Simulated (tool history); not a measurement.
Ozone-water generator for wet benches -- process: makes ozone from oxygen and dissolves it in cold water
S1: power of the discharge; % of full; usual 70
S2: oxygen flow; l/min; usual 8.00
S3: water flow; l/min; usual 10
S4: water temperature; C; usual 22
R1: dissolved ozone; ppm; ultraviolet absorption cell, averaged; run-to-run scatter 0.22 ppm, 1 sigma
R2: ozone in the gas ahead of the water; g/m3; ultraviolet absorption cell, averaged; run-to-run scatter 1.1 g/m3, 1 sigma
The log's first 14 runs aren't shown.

run,hour,S1,S2,S3,S4,R1,R2
15,2185.5,70,8.00,10,28,28.7,205.2
16,2319.2,70,8.00,6,22,40.5,202.3
17,2433.4,70,8.00,7,22,38.3,205.7
18,2531.5,70,8.00,7,22,38.3,204.3
19,2734.5,70,8.00,7,22,38.6,206.1
20,2827.9,70,8.00,7,22,38.2,206.1
21,2979.7,70,8.00,6,14,50.6,206.7
22,3171.1,70,8.00,8,16,42.2,205.9
# hour 3273.3: water thermometer calibrated
23,3375.8,70,7.65,13,16,32.9,210.4
24,3515.0,70,7.65,13,16,33.1,208.9
25,3613.1,68,4.85,15,22,26.9,255.7
26,3785.7,59,4.75,10,22,31.9,235.4
27,3916.9,59,4.75,10,22,32.0,235.3
28,4126.8,59,4.75,10,26,29.8,237.0
29,4268.1,44,8.00,10,22,24.6,152.4
30,4413.3,49,6.58,11,22,26.3,180.8
31,4547.1,41,6.58,11,27,21.1,163.8
32,4663.0,41,6.58,11,27,20.9,161.7

Forecast run 33:
33,4816.8,41,6.58,12,15,?,?

Run 33 produced R1 25.9 ppm, R2 162.9 g/m3.
The same run, on a tool lacking any hidden state, would have yielded R1 25.9 ppm, R2 163.0 g/m3.
